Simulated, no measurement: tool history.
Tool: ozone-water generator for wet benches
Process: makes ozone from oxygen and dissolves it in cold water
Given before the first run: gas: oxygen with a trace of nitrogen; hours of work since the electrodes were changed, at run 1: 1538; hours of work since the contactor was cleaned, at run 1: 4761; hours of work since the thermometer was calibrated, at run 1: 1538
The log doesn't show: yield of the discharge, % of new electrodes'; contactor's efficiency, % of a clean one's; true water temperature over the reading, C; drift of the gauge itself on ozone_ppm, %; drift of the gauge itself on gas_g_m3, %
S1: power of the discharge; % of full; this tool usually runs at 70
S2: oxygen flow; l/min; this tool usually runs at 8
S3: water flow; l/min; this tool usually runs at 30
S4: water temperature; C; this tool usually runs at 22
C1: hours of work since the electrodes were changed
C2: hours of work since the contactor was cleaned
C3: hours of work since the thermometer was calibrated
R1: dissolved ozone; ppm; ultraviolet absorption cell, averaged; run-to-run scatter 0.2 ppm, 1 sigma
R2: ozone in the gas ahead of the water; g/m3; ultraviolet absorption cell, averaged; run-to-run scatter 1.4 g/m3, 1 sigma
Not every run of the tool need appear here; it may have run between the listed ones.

| run | hour | S1 | S2 | S3 | S4 | C1 | C2 | C3 | R1 | R2 |
|---|---|---|---|---|---|---|---|---|---|---|
| 1 | 0 | 70 | 8 | 30 | 22 | 1538 | 4761 | 1538 | 26.8 | 251.4 |
| 2 | 33.2 | 70 | 8 | 30 | 22 | 1563 | 4785 | 1563 | 26.8 | 253.3 |
| 3 | 92.7 | 70 | 8 | 30 | 22 | 1606 | 4829 | 1606 | 26.6 | 251.8 |
| 4 | 153.4 | 70 | 8 | 30 | 22 | 1651 | 4873 | 1651 | 26.6 | 250.8 |
| 5 | 213 | 70 | 8 | 30 | 22 | 1694 | 4917 | 1694 | 27 | 249.7 |
| 6 | 266.9 | 70 | 8 | 30 | 24 | 1734 | 4956 | 1734 | 25.8 | 250.7 |
| 7 | 331.4 | 70 | 8 | 30 | 24 | 1781 | 5003 | 1781 | 25.5 | 249.1 |
| 8 | 393.7 | 70 | 6.24 | 30 | 22 | 1826 | 5049 | 1826 | 27.4 | 298.8 |
| 9 | 443.1 | 70 | 6.24 | 30 | 22 | 1862 | 5085 | 1862 | 27.4 | 293.3 |
| 10 | 500.6 | 74 | 8 | 30 | 22 | 1905 | 5127 | 1905 | 27.4 | 258.4 |
| 11 | 548 | 74 | 8 | 30 | 22 | 1939 | 5162 | 1939 | 27.5 | 258 |
| 12 | 612.2 | 74 | 8 | 30 | 22 | 1986 | 5209 | 1986 | 27.1 | 258.3 |
| 13 | 670.6 | 74 | 8 | 30 | 22 | 2029 | 5251 | 2029 | 27.4 | 255.5 |
| 14 | 728 | 70 | 8 | 30 | 22 | 2071 | 5293 | 2071 | 26.5 | 249.4 |
|  | 734.7 | contactor cleaned |
| 15 | 772.6 | 70 | 8 | 30 | 22 | 2100 | 28 | 2100 | 25.9 | 251.3 |
| 16 | 810.9 | 70 | 6.05 | 30 | 22 | 2128 | 56 | 2128 | 26.9 | 299.5 |
| 17 | 868 | 70 | 8 | 30 | 22 | 2170 | 97 | 2170 | 25.6 | 249.4 |
| 18 | 931.6 | 70 | 8 | 21 | 15 | 2217 | 144 | 2217 | 36.2 | 246.7 |
| 19 | 957.7 | 45 | 12.22 | 19 | 14 | 2236 | 163 | 2236 | 27.7 | 147.3 |
| 20 | 1002.8 | 45 | 4.09 | 19 | 14 | 2269 | 196 | 2269 | 33.7 | 308 |
| 21 | 1064.1 | 91 | 5.42 | 37 | 21 | 2314 | 241 | 2314 | 26.7 | 373.5 |
|  | 1085.3 | contactor cleaned, once more |
| 22 | 1096.5 | 64 | 12.56 | 22 | 26 | 2334 | 8 | 2334 | 25.7 | 175.2 |
| 23 | 1129.5 | 70 | 8.82 | 30 | 18 | 2358 | 32 | 2358 | 28.9 | 232.1 |
| 24 | 1181.8 | 70 | 8.82 | 40 | 25 | 2397 | 71 | 2397 | 21.4 | 234.7 |
| 25 | 1227.5 | 70 | 7.33 | 40 | 15 | 2430 | 104 | 2430 | 24.9 | 261.9 |
| 26 | 1260.3 | 70 | 5.65 | 33 | 17 | 2454 | 128 | 2454 | 28.7 | 313.3 |
| 27 | 1322.6 | 70 | 5.65 | 33 | 17 | 2500 | 174 | 2500 | 28.1 | 313.3 |
| 28 | 1373.4 | 70 | 5.65 | 33 | 17 | 2537 | 211 | 2537 | 28.3 | 310.1 |
| 29 | 1409.7 | 70 | 6.23 | 33 | 22 | 2563 | 237 | 2563 | 26.5 | 291.2 |
|  | 1416.2 | water thermometer calibrated |
| 30 | 1453.1 | 42 | 8 | 27 | 22 | 2595 | 269 | 27 | 22.6 | 187.8 |
| 31 | 1495.8 | 55 | 6.8 | 27 | 22 | 2626 | 300 | 58 | 26.8 | 241.4 |
| 32 | 1530.4 | 72 | 8.13 | 27 | 22 | 2651 | 325 | 84 | 29.7 | 244.7 |
| 33 | 1561.2 | 72 | 8.13 | 27 | 22 | 2674 | 348 | 106 | 29.8 | 249.9 |

Branching from run 33: 3 alternative next runs. What would each branch give?
| A | 1604.2 | 72 | 7.54 | 19 | 16 | 2705 | 379 | 137 | ? | ? |
| B | 1604.2 | 72 | 8.13 | 27 | 23 | 2705 | 379 | 137 | ? | ? |
| C | 1604.2 | 72 | 8.13 | 34 | 22 | 2705 | 379 | 137 | ? | ? |

| run | R1 | R2 |
|---|---|---|
| A | 40.9 | 260 |
| B | 29.4 | 245.7 |
| C | 25.6 | 247.6 |
Without the tool's unlogged condition, the same runs would have read:
| run | R1 | R2 |
|---|---|---|
| A | 43.3 | 275 |
| B | 31.2 | 259.8 |
| C | 27.1 | 261.8 |
